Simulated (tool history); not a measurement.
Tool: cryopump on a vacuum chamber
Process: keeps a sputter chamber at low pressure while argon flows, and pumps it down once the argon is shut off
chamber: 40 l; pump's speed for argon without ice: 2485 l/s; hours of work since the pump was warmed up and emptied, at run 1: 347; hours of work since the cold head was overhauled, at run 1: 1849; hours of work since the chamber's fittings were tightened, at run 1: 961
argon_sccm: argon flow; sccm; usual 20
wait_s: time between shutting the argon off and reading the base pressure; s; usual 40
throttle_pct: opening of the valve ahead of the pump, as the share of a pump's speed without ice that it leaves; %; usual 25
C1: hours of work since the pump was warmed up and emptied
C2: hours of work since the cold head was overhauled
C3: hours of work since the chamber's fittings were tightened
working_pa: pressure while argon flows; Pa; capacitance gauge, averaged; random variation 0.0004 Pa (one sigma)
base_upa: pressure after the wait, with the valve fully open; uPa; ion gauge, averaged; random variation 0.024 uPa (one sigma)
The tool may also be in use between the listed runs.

{"run": 1, "hour": 0.0, "argon_sccm": 20, "wait_s": 40, "throttle_pct": 25, "C1": 347, "C2": 1849, "C3": 961, "working_pa": 0.0562, "base_upa": 1.36}
{"run": 2, "hour": 76.7, "argon_sccm": 20, "wait_s": 40, "throttle_pct": 25, "C1": 391, "C2": 1893, "C3": 1005, "working_pa": 0.0571, "base_upa": 1.34}
{"run": 3, "hour": 147.6, "argon_sccm": 20, "wait_s": 40, "throttle_pct": 25, "C1": 432, "C2": 1934, "C3": 1046, "working_pa": 0.0569, "base_upa": 1.38}
{"run": 4, "hour": 230.1, "argon_sccm": 20, "wait_s": 40, "throttle_pct": 25, "C1": 480, "C2": 1982, "C3": 1094, "working_pa": 0.0564, "base_upa": 1.5}
{"run": 5, "hour": 321.4, "argon_sccm": 20, "wait_s": 40, "throttle_pct": 25, "C1": 532, "C2": 2035, "C3": 1146, "working_pa": 0.0579, "base_upa": 1.52}
{"run": 6, "hour": 381.4, "argon_sccm": 20, "wait_s": 40, "throttle_pct": 25, "C1": 567, "C2": 2069, "C3": 1181, "working_pa": 0.0578, "base_upa": 1.53}
{"run": 7, "hour": 457.0, "argon_sccm": 20, "wait_s": 40, "throttle_pct": 25, "C1": 611, "C2": 2113, "C3": 1225, "working_pa": 0.0583, "base_upa": 1.56}
{"run": 8, "hour": 496.7, "argon_sccm": 20, "wait_s": 40, "throttle_pct": 35, "C1": 634, "C2": 2136, "C3": 1248, "working_pa": 0.0426, "base_upa": 1.56}
{"run": 9, "hour": 564.1, "argon_sccm": 20, "wait_s": 40, "throttle_pct": 35, "C1": 673, "C2": 2175, "C3": 1287, "working_pa": 0.0435, "base_upa": 1.6}
{"hour": 636.6, "done": "pump warmed up, emptied and cooled again"}
{"run": 10, "hour": 659.9, "argon_sccm": 20, "wait_s": 40, "throttle_pct": 18, "C1": 13, "C2": 2228, "C3": 1339, "working_pa": 0.0762, "base_upa": 1.48}
{"run": 11, "hour": 704.2, "argon_sccm": 20, "wait_s": 40, "throttle_pct": 18, "C1": 39, "C2": 2253, "C3": 1365, "working_pa": 0.0766, "base_upa": 1.44}
{"run": 12, "hour": 769.4, "argon_sccm": 20, "wait_s": 40, "throttle_pct": 18, "C1": 77, "C2": 2291, "C3": 1402, "working_pa": 0.0769, "base_upa": 1.52}
{"run": 13, "hour": 860.7, "argon_sccm": 20, "wait_s": 40, "throttle_pct": 25, "C1": 130, "C2": 2344, "C3": 1455, "working_pa": 0.056, "base_upa": 1.54}
{"run": 14, "hour": 935.1, "argon_sccm": 20, "wait_s": 40, "throttle_pct": 25, "C1": 173, "C2": 2387, "C3": 1498, "working_pa": 0.056, "base_upa": 1.56}
{"run": 15, "hour": 1006.3, "argon_sccm": 20, "wait_s": 101, "throttle_pct": 25, "C1": 214, "C2": 2428, "C3": 1539, "working_pa": 0.0556, "base_upa": 1.2}
{"run": 16, "hour": 1064.1, "argon_sccm": 20, "wait_s": 101, "throttle_pct": 25, "C1": 247, "C2": 2461, "C3": 1573, "working_pa": 0.0556, "base_upa": 1.21}
{"run": 17, "hour": 1133.2, "argon_sccm": 20, "wait_s": 106, "throttle_pct": 25, "C1": 287, "C2": 2501, "C3": 1613, "working_pa": 0.057, "base_upa": 1.24}
{"run": 18, "hour": 1198.2, "argon_sccm": 20, "wait_s": 106, "throttle_pct": 25, "C1": 325, "C2": 2539, "C3": 1650, "working_pa": 0.0564, "base_upa": 1.27}
{"run": 19, "hour": 1266.5, "argon_sccm": 13, "wait_s": 40, "throttle_pct": 25, "C1": 364, "C2": 2578, "C3": 1690, "working_pa": 0.0366, "base_upa": 1.75}
{"run": 20, "hour": 1308.1, "argon_sccm": 13, "wait_s": 40, "throttle_pct": 25, "C1": 388, "C2": 2602, "C3": 1714, "working_pa": 0.0372, "base_upa": 1.75}
{"run": 21, "hour": 1385.1, "argon_sccm": 20, "wait_s": 296, "throttle_pct": 25, "C1": 433, "C2": 2647, "C3": 1758, "working_pa": 0.0568, "base_upa": 1.23}
{"run": 22, "hour": 1445.7, "argon_sccm": 20, "wait_s": 116, "throttle_pct": 40, "C1": 468, "C2": 2682, "C3": 1793, "working_pa": 0.0371, "base_upa": 1.38}
{"run": 23, "hour": 1530.6, "argon_sccm": 18, "wait_s": 141, "throttle_pct": 29, "C1": 517, "C2": 2731, "C3": 1842, "working_pa": 0.0443, "base_upa": 1.33}
{"run": 24, "hour": 1625.6, "argon_sccm": 18, "wait_s": 132, "throttle_pct": 15, "C1": 572, "C2": 2786, "C3": 1897, "working_pa": 0.085, "base_upa": 1.42}
{"hour": 1667.1, "done": "leaking fittings of the chamber tightened, without venting"}
{"run": 25, "hour": 1713.3, "argon_sccm": 19, "wait_s": 48, "throttle_pct": 22, "C1": 621, "C2": 2835, "C3": 27, "working_pa": 0.0619, "base_upa": 0.81}
{"run": 26, "hour": 1754.5, "argon_sccm": 14, "wait_s": 21, "throttle_pct": 20, "C1": 645, "C2": 2859, "C3": 50, "working_pa": 0.0501, "base_upa": 1.61}
{"run": 27, "hour": 1836.6, "argon_sccm": 14, "wait_s": 40, "throttle_pct": 33, "C1": 692, "C2": 2906, "C3": 98, "working_pa": 0.0311, "base_upa": 0.95}
{"hour": 1872.8, "done": "pump warmed up, emptied and cooled again"}
{"run": 28, "hour": 1901.5, "argon_sccm": 14, "wait_s": 36, "throttle_pct": 17, "C1": 17, "C2": 2941, "C3": 133, "working_pa": 0.0567, "base_upa": 0.98}
{"run": 29, "hour": 1969.6, "argon_sccm": 14, "wait_s": 36, "throttle_pct": 34, "C1": 56, "C2": 2980, "C3": 172, "working_pa": 0.0292, "base_upa": 1.04}
{"run": 30, "hour": 2053.2, "argon_sccm": 22, "wait_s": 57, "throttle_pct": 34, "C1": 104, "C2": 3029, "C3": 220, "working_pa": 0.0451, "base_upa": 0.74}
{"run": 31, "hour": 2094.3, "argon_sccm": 22, "wait_s": 57, "throttle_pct": 34, "C1": 128, "C2": 3053, "C3": 244, "working_pa": 0.0461, "base_upa": 0.76}
{"run": 32, "hour": 2172.7, "argon_sccm": 22, "wait_s": 57, "throttle_pct": 34, "C1": 173, "C2": 3098, "C3": 289, "working_pa": 0.0457, "base_upa": 0.78}
{"run": 33, "hour": 2230.6, "argon_sccm": 22, "wait_s": 57, "throttle_pct": 34, "C1": 207, "C2": 3131, "C3": 323, "working_pa": 0.0463, "base_upa": 0.81}

Some steps in working_pa between neighbouring runs. How much of each would the tool show without its hidden state too (settings, what came in, random variation), and how much is left for the hidden state, with any gauge scatter that isn't in both results?
The hidden state here: pump's speed, % of a pump's without ice; cold plate's temperature, K; leak into the chamber, uPa l/s; drift of the gauge itself on working_pa, %; drift of the gauge itself on base_upa, %.
Run 9 -> 10: throttle_pct 35 -> 18, pump warmed up, emptied and cooled again. working_pa +0.0327 Pa: hidden state -0.0034, all else +0.0361.
Run 20 -> 21: argon_sccm 13 -> 20, wait_s 40 -> 296. working_pa +0.0196 Pa: hidden state +0.0011, all else +0.0185.
Run 23 -> 24: wait_s 141 -> 132, throttle_pct 29 -> 15. working_pa +0.0407 Pa: hidden state +0.0003, all else +0.0404.
Run 27 -> 28: wait_s 40 -> 36, throttle_pct 33 -> 17, pump warmed up, emptied and cooled again. working_pa +0.0256 Pa: hidden state -0.0024, all else +0.028.
Run 28 -> 29: throttle_pct 17 -> 34. working_pa -0.0275 Pa: hidden state +0.0002, all else -0.0277.

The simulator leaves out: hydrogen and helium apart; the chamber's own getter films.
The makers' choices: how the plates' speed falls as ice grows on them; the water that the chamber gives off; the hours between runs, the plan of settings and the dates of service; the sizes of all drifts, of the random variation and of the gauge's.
